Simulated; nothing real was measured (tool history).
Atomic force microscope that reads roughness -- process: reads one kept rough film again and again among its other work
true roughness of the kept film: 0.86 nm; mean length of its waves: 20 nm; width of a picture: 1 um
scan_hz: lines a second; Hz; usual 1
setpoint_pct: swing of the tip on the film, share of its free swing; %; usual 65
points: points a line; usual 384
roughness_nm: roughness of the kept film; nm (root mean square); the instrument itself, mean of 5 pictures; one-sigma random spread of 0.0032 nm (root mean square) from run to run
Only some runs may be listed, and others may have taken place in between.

run,hour,scan_hz,setpoint_pct,points,roughness_nm
1,0,1,65,384,0.801
2,7.3,1,65,384,0.785
3,12.2,1,65,384,0.786
4,20,2.6,65,384,0.759
5,28.7,1,59,384,0.777
6,33.3,1,59,384,0.775
7,40.3,1,59,384,0.774
8,51.1,1,59,384,0.765
9,61,1,59,384,0.754
10,66,1,65,556,0.754
# hour 68.9: new tip fitted
11,74.7,1,65,556,0.794

Expected results for the next run?
12,81.3,1.01,65,556,?

{"run 12": {"roughness_nm": 0.794}}
Had the tool carried no hidden state, the very same run would have given roughness_nm 0.803 nm (root mean square).

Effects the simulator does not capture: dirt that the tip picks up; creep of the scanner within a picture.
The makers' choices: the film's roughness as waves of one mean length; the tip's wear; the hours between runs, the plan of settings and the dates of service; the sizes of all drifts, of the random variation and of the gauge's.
